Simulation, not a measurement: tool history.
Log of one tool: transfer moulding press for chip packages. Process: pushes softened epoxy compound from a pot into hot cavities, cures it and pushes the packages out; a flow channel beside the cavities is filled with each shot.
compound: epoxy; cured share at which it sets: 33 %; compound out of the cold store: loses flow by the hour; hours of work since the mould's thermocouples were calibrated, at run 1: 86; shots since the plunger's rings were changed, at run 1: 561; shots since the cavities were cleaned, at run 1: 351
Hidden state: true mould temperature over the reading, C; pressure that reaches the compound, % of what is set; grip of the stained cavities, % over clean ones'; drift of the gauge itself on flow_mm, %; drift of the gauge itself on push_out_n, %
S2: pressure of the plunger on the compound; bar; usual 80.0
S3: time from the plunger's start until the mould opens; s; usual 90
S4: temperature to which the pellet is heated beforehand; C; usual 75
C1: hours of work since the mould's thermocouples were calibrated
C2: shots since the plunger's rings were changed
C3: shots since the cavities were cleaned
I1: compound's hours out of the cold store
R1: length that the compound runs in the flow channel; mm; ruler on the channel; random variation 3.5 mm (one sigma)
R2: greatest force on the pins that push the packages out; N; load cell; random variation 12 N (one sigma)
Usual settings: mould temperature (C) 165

{"run": 1, "hour": 0.0, "mould temperature (C)": 165, "S2": 80.0, "S3": 90, "S4": 75, "C1": 86, "C2": 561, "C3": 351, "I1": 19.2, "R1": 565, "R2": 906}
{"hour": 5.7, "done": "cavities cleaned with cleaning compound and waxed"}
{"run": 2, "hour": 22.2, "mould temperature (C)": 165, "S2": 80.0, "S3": 90, "S4": 75, "C1": 102, "C2": 908, "C3": 276, "I1": 27.5, "R1": 539, "R2": 823}
{"hour": 33.0, "done": "cavities cleaned with cleaning compound and waxed"}
{"run": 3, "hour": 53.5, "mould temperature (C)": 165, "S2": 80.0, "S3": 90, "S4": 75, "C1": 126, "C2": 1408, "C3": 344, "I1": 17.4, "R1": 563, "R2": 890}
{"hour": 60.6, "done": "cavities cleaned with cleaning compound and waxed"}
{"run": 4, "hour": 78.5, "mould temperature (C)": 165, "S2": 75.5, "S3": 90, "S4": 75, "C1": 144, "C2": 1804, "C3": 300, "I1": 38.8, "R1": 484, "R2": 808}
{"hour": 89.0, "done": "cavities cleaned with cleaning compound and waxed"}
{"run": 5, "hour": 97.2, "mould temperature (C)": 165, "S2": 80.0, "S3": 90, "S4": 68, "C1": 158, "C2": 2093, "C3": 138, "I1": 10.0, "R1": 573, "R2": 773}
{"hour": 116.3, "done": "cavities cleaned with cleaning compound and waxed"}
{"run": 6, "hour": 118.2, "mould temperature (C)": 165, "S2": 80.0, "S3": 106, "S4": 75, "C1": 173, "C2": 2419, "C3": 31, "I1": 29.0, "R1": 523, "R2": 507}
{"hour": 145.5, "done": "cavities cleaned with cleaning compound and waxed"}
{"run": 7, "hour": 148.3, "mould temperature (C)": 165, "S2": 80.0, "S3": 106, "S4": 75, "C1": 196, "C2": 2899, "C3": 46, "I1": 29.6, "R1": 518, "R2": 536}
{"hour": 174.0, "done": "cavities cleaned with cleaning compound and waxed"}
{"run": 8, "hour": 180.4, "mould temperature (C)": 165, "S2": 80.0, "S3": 90, "S4": 75, "C1": 220, "C2": 3413, "C3": 108, "I1": 47.9, "R1": 472, "R2": 633}
{"run": 9, "hour": 198.8, "mould temperature (C)": 165, "S2": 80.0, "S3": 90, "S4": 75, "C1": 235, "C2": 3723, "C3": 418, "I1": 33.3, "R1": 501, "R2": 864}
{"hour": 202.4, "done": "cavities cleaned with cleaning compound and waxed"}
{"run": 10, "hour": 213.9, "mould temperature (C)": 165, "S2": 80.0, "S3": 90, "S4": 75, "C1": 245, "C2": 3950, "C3": 193, "I1": 46.2, "R1": 470, "R2": 752}
{"hour": 229.1, "done": "cavities cleaned with cleaning compound and waxed"}
{"run": 11, "hour": 243.7, "mould temperature (C)": 165, "S2": 80.0, "S3": 90, "S4": 78, "C1": 268, "C2": 4426, "C3": 246, "I1": 16.8, "R1": 534, "R2": 791}
{"hour": 255.8, "done": "cavities cleaned with cleaning compound and waxed"}
{"run": 12, "hour": 260.8, "mould temperature (C)": 165, "S2": 80.0, "S3": 90, "S4": 78, "C1": 280, "C2": 4688, "C3": 84, "I1": 13.9, "R1": 543, "R2": 700}
{"hour": 282.8, "done": "cavities cleaned with cleaning compound and waxed"}
{"run": 13, "hour": 287.7, "mould temperature (C)": 165, "S2": 80.0, "S3": 90, "S4": 78, "C1": 300, "C2": 5114, "C3": 83, "I1": 47.0, "R1": 459, "R2": 649}
{"hour": 297.8, "done": "plunger's sealing rings changed"}
{"run": 14, "hour": 306.6, "mould temperature (C)": 165, "S2": 80.0, "S3": 90, "S4": 78, "C1": 313, "C2": 148, "C3": 359, "I1": 37.3, "R1": 517, "R2": 830}
{"hour": 312.8, "done": "cavities cleaned with cleaning compound and waxed"}
{"run": 15, "hour": 331.2, "mould temperature (C)": 165, "S2": 80.0, "S3": 79, "S4": 85, "C1": 331, "C2": 535, "C3": 309, "I1": 9.9, "R1": 589, "R2": 1103}
{"hour": 340.8, "done": "cavities cleaned with cleaning compound and waxed"}
{"run": 16, "hour": 359.3, "mould temperature (C)": 165, "S2": 96.7, "S3": 126, "S4": 68, "C1": 352, "C2": 982, "C3": 311, "I1": 10.8, "R1": 641, "R2": 626}
{"hour": 367.8, "done": "cavities cleaned with cleaning compound and waxed"}
{"run": 17, "hour": 387.0, "mould temperature (C)": 165, "S2": 80.0, "S3": 90, "S4": 74, "C1": 373, "C2": 1422, "C3": 322, "I1": 32.5, "R1": 521, "R2": 829}
{"hour": 396.3, "done": "cavities cleaned with cleaning compound and waxed"}
{"run": 18, "hour": 416.6, "mould temperature (C)": 165, "S2": 80.0, "S3": 90, "S4": 74, "C1": 395, "C2": 1893, "C3": 340, "I1": 37.4, "R1": 504, "R2": 779}
{"hour": 423.7, "done": "cavities cleaned with cleaning compound and waxed"}
{"run": 19, "hour": 435.8, "mould temperature (C)": 172, "S2": 83.8, "S3": 90, "S4": 75, "C1": 409, "C2": 2191, "C3": 204, "I1": 20.7, "R1": 538, "R2": 585}
{"hour": 451.9, "done": "cavities cleaned with cleaning compound and waxed"}
{"run": 20, "hour": 452.3, "mould temperature (C)": 172, "S2": 83.8, "S3": 90, "S4": 75, "C1": 421, "C2": 2442, "C3": 6, "I1": 21.8, "R1": 534, "R2": 463}
{"run": 21, "hour": 466.4, "mould temperature (C)": 169, "S2": 80.0, "S3": 90, "S4": 75, "C1": 432, "C2": 2679, "C3": 243, "I1": 44.2, "R1": 471, "R2": 620}
{"hour": 479.4, "done": "cavities cleaned with cleaning compound and waxed"}
{"run": 22, "hour": 482.5, "mould temperature (C)": 166, "S2": 74.3, "S3": 126, "S4": 77, "C1": 444, "C2": 2924, "C3": 51, "I1": 20.7, "R1": 519, "R2": 467}
{"run": 23, "hour": 496.6, "mould temperature (C)": 166, "S2": 74.3, "S3": 126, "S4": 77, "C1": 455, "C2": 3161, "C3": 288, "I1": 9.9, "R1": 546, "R2": 589}
{"hour": 506.0, "done": "cavities cleaned with cleaning compound and waxed"}
{"run": 24, "hour": 512.1, "mould temperature (C)": 166, "S2": 74.3, "S3": 126, "S4": 77, "C1": 466, "C2": 3396, "C3": 102, "I1": 33.2, "R1": 484, "R2": 483}
{"run": 25, "hour": 527.8, "mould temperature (C)": 167, "S2": 80.0, "S3": 90, "S4": 83, "C1": 479, "C2": 3659, "C3": 365, "I1": 23.4, "R1": 525, "R2": 763}
{"hour": 532.9, "done": "cavities cleaned with cleaning compound and waxed"}
{"run": 26, "hour": 551.3, "mould temperature (C)": 158, "S2": 60.4, "S3": 125, "S4": 82, "C1": 496, "C2": 4028, "C3": 309, "I1": 16.3, "R1": 493, "R2": 731}
{"hour": 559.3, "done": "cavities cleaned with cleaning compound and waxed"}
{"run": 27, "hour": 570.3, "mould temperature (C)": 163, "S2": 60.5, "S3": 112, "S4": 82, "C1": 510, "C2": 4323, "C3": 185, "I1": 15.8, "R1": 473, "R2": 613}
{"hour": 587.9, "done": "cavities cleaned with cleaning compound and waxed"}
{"run": 28, "hour": 596.9, "mould temperature (C)": 163, "S2": 96.3, "S3": 112, "S4": 82, "C1": 530, "C2": 4744, "C3": 151, "I1": 45.1, "R1": 521, "R2": 565}

3 ways to go on from here, each from the tool as it stands after run 28. What would each give?
{"hour": 615.7, "done": "cavities cleaned with cleaning compound and waxed"}
{"hour": 630.7, "done": "plunger's sealing rings changed"}
{"run": "A", "hour": 631.2, "mould temperature (C)": 163, "S2": 96.3, "S3": 75, "S4": 82, "C1": 554, "C2": 8, "C3": 218, "I1": 11.8, "R1": "?", "R2": "?"}
{"hour": 615.7, "done": "cavities cleaned with cleaning compound and waxed"}
{"hour": 630.7, "done": "plunger's sealing rings changed"}
{"run": "B", "hour": 631.2, "mould temperature (C)": 164, "S2": 65.9, "S3": 112, "S4": 82, "C1": 554, "C2": 8, "C3": 218, "I1": 35.8, "R1": "?", "R2": "?"}
{"hour": 615.7, "done": "cavities cleaned with cleaning compound and waxed"}
{"hour": 630.7, "done": "plunger's sealing rings changed"}
{"run": "C", "hour": 631.2, "mould temperature (C)": 158, "S2": 80.0, "S3": 90, "S4": 71, "C1": 554, "C2": 8, "C3": 218, "I1": 18.3, "R1": "?", "R2": "?"}

run=A R1=645 R2=1397
run=B R1=472 R2=609
run=C R1=600 R2=1395
Without the tool's hidden state the same runs would have given:
run=A R1=649 R2=1138
run=B R1=474 R2=485
run=C R1=604 R2=1138
